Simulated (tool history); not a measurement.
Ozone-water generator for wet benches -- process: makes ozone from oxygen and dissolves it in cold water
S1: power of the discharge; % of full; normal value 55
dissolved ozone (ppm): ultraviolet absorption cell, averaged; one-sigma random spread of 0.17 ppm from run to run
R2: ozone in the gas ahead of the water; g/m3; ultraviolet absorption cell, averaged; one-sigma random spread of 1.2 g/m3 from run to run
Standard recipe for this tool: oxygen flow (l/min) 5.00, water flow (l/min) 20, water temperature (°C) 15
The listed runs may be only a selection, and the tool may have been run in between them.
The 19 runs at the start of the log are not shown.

Run 20, day 17.254: usual settings but S1 53 % of full, oxygen flow (l/min) 2.58, water flow (l/min) 30, water temperature (°C) 20. Result: dissolved ozone (ppm) 10.2, R2 243.1 g/m3.
Run 21, day 18.271: usual settings but S1 70 % of full, water temperature (°C) 17. Result: dissolved ozone (ppm) 24.9, R2 227.5 g/m3.
Run 22, day 19.458: usual settings but S1 43 % of full, water temperature (°C) 7. Result: dissolved ozone (ppm) 21.7, R2 178.2 g/m3.
Run 23, day 20.721: usual settings but S1 43 % of full, water temperature (°C) 7. Result: dissolved ozone (ppm) 21.6, R2 179.7 g/m3.
Run 24, day 21.292: usual settings but S1 98 % of full. Result: dissolved ozone (ppm) 29.7, R2 271.8 g/m3.
Run 25, day 22.442: usual settings but S1 98 % of full. Result: dissolved ozone (ppm) 30.0, R2 271.8 g/m3.
Run 26, day 22.967: usual settings but S1 58 % of full. Result: dissolved ozone (ppm) 22.9, R2 208.6 g/m3.
Run 27, day 23.625: usual settings but S1 58 % of full. Result: dissolved ozone (ppm) 22.6, R2 207.3 g/m3.
Run 28, day 24.346: usual settings but water flow (l/min) 23. Result: dissolved ozone (ppm) 19.1, R2 202.8 g/m3.
Run 29, day 25.433: usual settings but oxygen flow (l/min) 2.63, water flow (l/min) 23. Result: dissolved ozone (ppm) 15.3, R2 247.5 g/m3.
Run 30, day 26.346: usual settings but S1 80 % of full, oxygen flow (l/min) 2.91, water flow (l/min) 24, water temperature (°C) 20. Result: dissolved ozone (ppm) 17.3, R2 289.1 g/m3.
Run 31, day 27.008: usual settings but S1 91 % of full, oxygen flow (l/min) 5.75, water flow (l/min) 26, water temperature (°C) 16. Result: dissolved ozone (ppm) 22.6, R2 249.0 g/m3.
Run 32, day 28.188: usual settings but S1 91 % of full, oxygen flow (l/min) 5.75, water flow (l/min) 26, water temperature (°C) 16. Result: dissolved ozone (ppm) 22.9, R2 248.1 g/m3.
Run 33, day 28.838: usual settings but S1 57 % of full, oxygen flow (l/min) 5.75, water temperature (°C) 16. Result: dissolved ozone (ppm) 23.3, R2 196.1 g/m3.

Here are 3 independent what-if runs from the current tool condition. What would each one return?
Run A, day 29.821: usual settings but S1 44 % of full, water flow (l/min) 29, water temperature (°C) 10. Result: dissolved ozone (ppm) ?, R2 ?.
Run B, day 29.821: usual settings but S1 86 % of full, oxygen flow (l/min) 3.24, water temperature (°C) 16. Result: dissolved ozone (ppm) ?, R2 ?.
Run C, day 29.821: usual settings but S1 57 % of full, oxygen flow (l/min) 4.21, water flow (l/min) 16, water temperature (°C) 16. Result: dissolved ozone (ppm) ?, R2 ?.

run  dissolved ozone (ppm)     R2
  A                   14.1  179.1
  B                   23.9  288.2
  C                   26.1  217.2
With no hidden state in the tool, these same runs would have given:
run  dissolved ozone (ppm)     R2
  A                   15.1  184.9
  B                   25.8  301.9
  C                   27.8  225.5
